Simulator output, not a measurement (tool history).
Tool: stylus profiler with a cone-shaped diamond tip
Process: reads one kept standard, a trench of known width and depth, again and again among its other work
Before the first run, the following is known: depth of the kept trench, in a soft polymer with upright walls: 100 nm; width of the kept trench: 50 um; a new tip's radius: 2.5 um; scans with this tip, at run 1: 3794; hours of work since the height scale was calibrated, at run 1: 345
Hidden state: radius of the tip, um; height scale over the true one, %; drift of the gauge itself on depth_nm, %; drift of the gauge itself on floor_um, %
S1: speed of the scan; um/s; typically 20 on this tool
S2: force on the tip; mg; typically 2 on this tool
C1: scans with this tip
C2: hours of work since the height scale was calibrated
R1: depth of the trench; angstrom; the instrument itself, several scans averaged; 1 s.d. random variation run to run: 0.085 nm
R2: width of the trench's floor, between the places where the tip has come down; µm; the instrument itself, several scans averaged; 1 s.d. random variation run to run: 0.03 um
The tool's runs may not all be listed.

Run 1, hour 0: usual settings; C1 3794; C2 345. Result: R1 1009 angstrom, R2 48.5 µm.
Run 2, hour 12.5: usual settings; C1 3853; C2 351. Result: R1 1009.2 angstrom, R2 48.58 µm.
Run 3, hour 28.6: usual settings; C1 3930; C2 358. Result: R1 1008.9 angstrom, R2 48.49 µm.
Run 4, hour 44.4: usual settings; C1 4005; C2 365. Result: R1 1008.9 angstrom, R2 48.5 µm.
Run 5, hour 61.8: usual settings; C1 4088; C2 372. Result: R1 1010.7 angstrom, R2 48.53 µm.
Run 6, hour 76: usual settings but S2 3.6 mg; C1 4155; C2 378. Result: R1 1013.1 angstrom, R2 48.51 µm.
Run 7, hour 88.5: usual settings but S2 3.6 mg; C1 4215; C2 384. Result: R1 1015 angstrom, R2 48.48 µm.
Run 8, hour 98.5: usual settings but S2 3.6 mg; C1 4262; C2 388. Result: R1 1012.1 angstrom, R2 48.52 µm.
Run 9, hour 110.5: usual settings but S1 35 um/s, S2 1.42 mg; C1 4319; C2 393. Result: R1 1005.2 angstrom, R2 48.39 µm.
Run 10, hour 124.2: usual settings but S1 35 um/s, S2 2.94 mg; C1 4384; C2 399. Result: R1 1010.9 angstrom, R2 48.43 µm.
Run 11, hour 138.3: usual settings but S1 35 um/s, S2 2.94 mg; C1 4451; C2 405. Result: R1 1011.1 angstrom, R2 48.5 µm.
Run 12, hour 162: usual settings but S1 8 um/s, S2 2.81 mg; C1 4563; C2 415. Result: R1 1011.7 angstrom, R2 48.6 µm.
Run 13, hour 174.3: usual settings but S2 4.11 mg; C1 4622; C2 421. Result: R1 1014.5 angstrom, R2 48.54 µm.
Run 14, hour 192.5: usual settings but S1 10 um/s, S2 2.39 mg; C1 4708; C2 429. Result: R1 1009.9 angstrom, R2 48.54 µm.
Run 15, hour 214.3: usual settings but S1 10 um/s, S2 2.39 mg; C1 4811; C2 438. Result: R1 1011.2 angstrom, R2 48.56 µm.

What if the next run were any one of these 3? Each begins from the tool's condition after run 15:
Run A, hour 224.5: usual settings but S2 1.55 mg; C1 4860; C2 442. Result: R1 ?, R2 ?.
Run B, hour 224.5: usual settings but S1 36 um/s, S2 0.67 mg; C1 4860; C2 442. Result: R1 ?, R2 ?.
Run C, hour 224.5: usual settings but S1 31 um/s, S2 1.7 mg; C1 4860; C2 442. Result: R1 ?, R2 ?.

run      R1     R2
  A  1008.6  48.47
  B  1004.1  48.33
  C  1007.7  48.47
What these runs would have given with no unlogged condition in the tool:
run      R1     R2
  A  1008.5  48.47
  B    1004  48.34
  C  1007.6  48.48

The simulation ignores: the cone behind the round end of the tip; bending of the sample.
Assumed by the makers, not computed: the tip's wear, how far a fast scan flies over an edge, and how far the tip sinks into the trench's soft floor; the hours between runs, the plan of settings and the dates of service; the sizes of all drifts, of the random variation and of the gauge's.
